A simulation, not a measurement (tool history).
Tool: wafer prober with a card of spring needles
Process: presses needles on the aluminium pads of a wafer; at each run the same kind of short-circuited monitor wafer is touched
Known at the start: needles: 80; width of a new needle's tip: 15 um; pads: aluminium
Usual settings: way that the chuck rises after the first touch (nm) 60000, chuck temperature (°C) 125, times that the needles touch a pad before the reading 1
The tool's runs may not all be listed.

run,hour,way that the chuck rises after the first touch (nm),chuck temperature (°C),times that the needles touch a pad before the reading,resistance of one needle with its contact and lead (mohm),way that a needle slides on the pad (nm)
1,0,60000,125,1,206,13590
# hour 9.8: tips cleaned on abrasive film
2,15.8,60000,125,1,222,13810
# hour 21.9: tips cleaned on abrasive film
3,32.1,59000,125,1,242,13500
# hour 34.8: tips cleaned on abrasive film
# hour 46: tips cleaned on abrasive film
4,46.5,59000,125,1,189,13670
# hour 58.2: tips cleaned on abrasive film
5,62,59000,125,1,211,13240
# hour 70.3: tips cleaned on abrasive film
# hour 81: tips cleaned on abrasive film
6,81,59000,125,1,180,13640
# hour 91.7: tips cleaned on abrasive film
# hour 102.7: tips cleaned on abrasive film
# hour 111.9: height of the first contact set anew
7,111.9,59000,125,1,232,14250
# hour 114.4: tips cleaned on abrasive film
# hour 126: tips cleaned on abrasive film
# hour 138.2: tips cleaned on abrasive film
8,140.3,59000,125,1,194,14070
# hour 150.1: tips cleaned on abrasive film
# hour 161: tips cleaned on abrasive film
9,162.8,59000,125,1,197,14050
# hour 171.8: tips cleaned on abrasive film
# hour 183.2: tips cleaned on abrasive film
10,183.2,59000,125,1,183,14000
# hour 195.2: tips cleaned on abrasive film
# hour 206.1: tips cleaned on abrasive film
11,206.1,78000,125,1,174,18450
# hour 217.6: tips cleaned on abrasive film
12,220.6,78000,125,1,188,18590
# hour 229.6: tips cleaned on abrasive film
# hour 241: tips cleaned on abrasive film
13,243.8,78000,125,1,184,18390
# hour 251.8: tips cleaned on abrasive film
# hour 263.1: tips cleaned on abrasive film
14,268,78000,125,1,200,18320
# hour 275.6: tips cleaned on abrasive film
# hour 288.3: tips cleaned on abrasive film
15,291.6,78000,125,1,190,18270
# hour 299.9: tips cleaned on abrasive film
# hour 312.2: tips cleaned on abrasive film
16,312.2,60000,125,1,187,14020
# hour 323.1: tips cleaned on abrasive film
# hour 335.4: tips cleaned on abrasive film
17,338.6,60000,125,1,207,13920
# hour 347: tips cleaned on abrasive film
# hour 358.2: tips cleaned on abrasive film
18,360.2,43000,39,3,188,9860
# hour 369.4: tips cleaned on abrasive film
# hour 380.7: tips cleaned on abrasive film
19,381.1,60000,105,1,183,14010
# hour 392: tips cleaned on abrasive film
20,402.1,60000,105,1,247,13760
# hour 404.7: tips cleaned on abrasive film
# hour 416.5: tips cleaned on abrasive film
21,425.4,60000,105,1,237,13750
# hour 427.3: tips cleaned on abrasive film
# hour 439.7: tips cleaned on abrasive film
22,447.5,60000,105,1,238,13510
# hour 451.9: tips cleaned on abrasive film
# hour 463.6: tips cleaned on abrasive film
23,463.6,69000,125,3,175,15720
# hour 475.7: tips cleaned on abrasive film
# hour 488.5: tips cleaned on abrasive film
24,489.2,60000,125,3,184,13610
# hour 501.4: tips cleaned on abrasive film
25,503.7,43000,26,2,207,9580
# hour 512.6: tips cleaned on abrasive film
# hour 524.7: tips cleaned on abrasive film
26,524.7,43000,26,2,176,9460
# hour 536.5: tips cleaned on abrasive film
# hour 547.2: tips cleaned on abrasive film
27,548.6,67000,83,2,177,15080
# hour 559.9: tips cleaned on abrasive film
# hour 571.1: tips cleaned on abrasive film
28,571.3,53000,104,2,185,11890
# hour 575: height of the first contact set anew
# hour 582.3: tips cleaned on abrasive film
29,586.2,55000,40,1,209,13240
# hour 594.2: tips cleaned on abrasive film
# hour 606.2: tips cleaned on abrasive film
30,606.2,48000,103,1,190,11410
# hour 617.4: tips cleaned on abrasive film
31,625.6,48000,103,1,279,11370

3 ways to go on from here, each from the tool as it stands after run 31. What would each give?
# hour 628.1: tips cleaned on abrasive film
# hour 639.5: tips cleaned on abrasive film
A,649.5,64000,125,2,?,?
# hour 628.1: tips cleaned on abrasive film
# hour 639.5: tips cleaned on abrasive film
B,649.5,48000,56,1,?,?
# hour 628.1: tips cleaned on abrasive film
# hour 639.5: tips cleaned on abrasive film
C,649.5,60000,31,2,?,?

run,resistance of one needle with its contact and lead (mohm),way that a needle slides on the pad (nm)
A,214,15180
B,300,11290
C,214,14260
Without the tool's hidden state the same runs would have given:
run,resistance of one needle with its contact and lead (mohm),way that a needle slides on the pad (nm)
A,170,15310
B,164,11430
C,156,14390
